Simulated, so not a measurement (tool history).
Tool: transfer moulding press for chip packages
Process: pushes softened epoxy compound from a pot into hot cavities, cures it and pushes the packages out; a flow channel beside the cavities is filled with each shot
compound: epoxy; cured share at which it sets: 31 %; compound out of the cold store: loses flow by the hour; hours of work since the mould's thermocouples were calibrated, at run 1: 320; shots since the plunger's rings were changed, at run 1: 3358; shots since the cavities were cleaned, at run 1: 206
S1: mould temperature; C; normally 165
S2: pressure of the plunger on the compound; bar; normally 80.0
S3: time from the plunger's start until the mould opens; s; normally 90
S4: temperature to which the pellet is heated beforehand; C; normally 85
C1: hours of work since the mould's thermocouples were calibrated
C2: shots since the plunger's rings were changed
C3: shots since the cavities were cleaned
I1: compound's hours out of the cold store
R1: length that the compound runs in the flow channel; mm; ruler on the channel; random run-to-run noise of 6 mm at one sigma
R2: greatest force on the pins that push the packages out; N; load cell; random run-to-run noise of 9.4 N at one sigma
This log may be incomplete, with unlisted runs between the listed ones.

run   hour   S1    S2   S3  S4   C1    C2   C3    I1   R1   R2
  1    0.0  165  80.0   90  85  320  3358  206  30.8  802  411
      32.4  -- cavities cleaned with cleaning compound and waxed
  2   35.6  165  80.0   90  85  341  3753   37  18.8  862  404
      43.8  -- plunger's sealing rings changed
  3   63.1  165  80.0   90  85  357   223  326  19.3  842  420
  4   80.4  165  80.0   90  85  368   424  527  40.8  768  416
      84.2  -- cavities cleaned with cleaning compound and waxed
  5  112.9  165  80.0   90  85  388   783  332  35.9  785  405
     135.4  -- cavities cleaned with cleaning compound and waxed
  6  144.1  165  80.0   90  85  407  1127  101  42.1  757  400
  7  161.9  165  80.0   90  85  418  1332  306  16.3  857  430
     185.7  -- cavities cleaned with cleaning compound and waxed
  8  196.7  165  80.0   90  85  439  1718  126  35.8  792  407
  9  211.7  165  80.0   90  85  449  1892  300  47.3  742  421
 10  227.3  165  80.0   86  85  458  2072  480  10.2  888  441
     235.0  -- cavities cleaned with cleaning compound and waxed
 11  262.7  165  80.0   86  85  480  2465  320  14.1  876  448
     285.3  -- cavities cleaned with cleaning compound and waxed
     297.3  -- mould's thermocouples calibrated
 12  298.7  165  80.0   90  83    1  2841  132  41.3  768  420
 13  322.2  165  80.0   90  83   16  3113  404  33.4  791  419
     336.9  -- cavities cleaned with cleaning compound and waxed
 14  339.8  165  80.2   90  85   26  3300   33  15.2  881  435
 15  368.6  161  80.0   70  85   44  3634  367  22.3  854  879
     386.7  -- plunger's sealing rings changed
     390.7  -- cavities cleaned with cleaning compound and waxed
 16  395.5  161  90.3  129  82   59    86   56  35.3  856  391
 17  417.4  161  90.3  129  82   73   339  309  43.2  817  367
     440.1  -- cavities cleaned with cleaning compound and waxed
 18  440.1  159  73.9   94  77   86   584    0  41.3  760  518
 19  468.2  172  76.0   74  93  104   909  325  37.0  746  387
 20  483.5  165  80.0   73  94  114  1087  503  20.9  847  576
     489.3  -- cavities cleaned with cleaning compound and waxed
 21  516.7  165  80.0  124  94  134  1454  318  16.7  857  369
     540.0  -- cavities cleaned with cleaning compound and waxed
 22  549.6  166  72.1   90  85  154  1817  111  30.6  759  404
 23  583.0  166  68.8   90  87  175  2204  498  29.9  749  400
     588.9  -- cavities cleaned with cleaning compound and waxed
 24  600.1  166  68.8   71  95  185  2385  130  19.5  794  563
 25  617.2  172  68.8   71  80  196  2583  328  20.5  775  424
 26  636.2  172  68.8   71  80  208  2803  548  13.1  800  447
     639.8  -- cavities cleaned with cleaning compound and waxed
 27  658.9  161  91.9  105  78  221  3048  221  32.2  860  403

5 ways to go on from here, each from the tool as it stands after run 27. What would each give?
  A  685.3  171  91.9  105  78  238  3354  527  18.2   ?   ?
  B  685.3  165  93.6   80  77  238  3354  527  23.5   ?   ?
  C  685.3  172  85.8   90  85  238  3354  527   9.3   ?   ?
  D  685.3  165  94.9   90  85  238  3354  527  20.2   ?   ?
  E  685.3  161  91.9  125  78  238  3354  527  29.2   ?   ?

run   R1   R2
  A  899  379
  B  900  505
  C  906  398
  D  936  405
  E  877  391
With the hidden condition removed and each run's random variation left untouched, the same runs would have given:
run   R1   R2
  A  900  377
  B  901  502
  C  907  395
  D  937  402
  E  878  389
